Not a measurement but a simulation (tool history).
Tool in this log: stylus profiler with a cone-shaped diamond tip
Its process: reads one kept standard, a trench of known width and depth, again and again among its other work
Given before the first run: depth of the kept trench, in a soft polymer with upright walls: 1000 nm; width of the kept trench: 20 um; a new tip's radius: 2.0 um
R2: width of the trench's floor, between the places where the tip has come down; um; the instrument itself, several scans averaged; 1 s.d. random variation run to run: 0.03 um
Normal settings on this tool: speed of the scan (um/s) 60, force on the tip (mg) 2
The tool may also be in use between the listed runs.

Run 1, day 0: usual settings. Result: depth of the trench (Å) 10121.3, R2 16.29 um.
Run 2, day 1.208: usual settings. Result: depth of the trench (Å) 10123.3, R2 16.27 um.
Run 3, day 2.688: usual settings but force on the tip (mg) 0.78. Result: depth of the trench (Å) 10064.2, R2 16.1 um.
Run 4, day 3.467: usual settings. Result: depth of the trench (Å) 10121.6, R2 16.27 um.
Run 5, day 4.233: usual settings but force on the tip (mg) 5. Result: depth of the trench (Å) 10224.8, R2 16.36 um.
Run 6, day 5.117: usual settings. Result: depth of the trench (Å) 10123.6, R2 16.33 um.
Run 7, day 6.442: usual settings but speed of the scan (um/s) 211. Result: depth of the trench (Å) 10121.8, R2 15.63 um.
Run 8, day 7.75: usual settings but speed of the scan (um/s) 211. Result: depth of the trench (Å) 10120.9, R2 15.65 um.
Run 9, day 8.804: usual settings but force on the tip (mg) 1.79. Result: depth of the trench (Å) 10113.4, R2 16.25 um.
Run 10, day 9.479: usual settings but force on the tip (mg) 1.79. Result: depth of the trench (Å) 10114.9, R2 16.26 um.
Run 11, day 10.767: usual settings but speed of the scan (um/s) 153, force on the tip (mg) 1.79. Result: depth of the trench (Å) 10113.3, R2 15.9 um.
Run 12, day 12.167: usual settings but speed of the scan (um/s) 108, force on the tip (mg) 0.82. Result: depth of the trench (Å) 10068.2, R2 15.83 um.
Run 13, day 13.133: usual settings but speed of the scan (um/s) 21, force on the tip (mg) 4.33. Result: depth of the trench (Å) 10204.1, R2 16.44 um.
Run 14, day 14.046: usual settings but speed of the scan (um/s) 228, force on the tip (mg) 3.56. Result: depth of the trench (Å) 10177.1, R2 15.79 um.
Run 15, day 15.3: usual settings but speed of the scan (um/s) 194, force on the tip (mg) 1.15. Result: depth of the trench (Å) 10083.7, R2 15.47 um.
Run 16, day 16.625: usual settings but speed of the scan (um/s) 22. Result: depth of the trench (Å) 10125.1, R2 16.48 um.

What does the tool deliver on the next run?
Run 17, day 17.779: usual settings but speed of the scan (um/s) 107, force on the tip (mg) 0.9. Result: depth of the trench (Å) ?, R2 ?.

{"run 17": {"depth of the trench (Å)": 10072.8, "R2": 15.83}}
On a tool with no hidden condition, and with the same random variation, this run would have come out at depth of the trench (Å) 10073, R2 15.84 um.
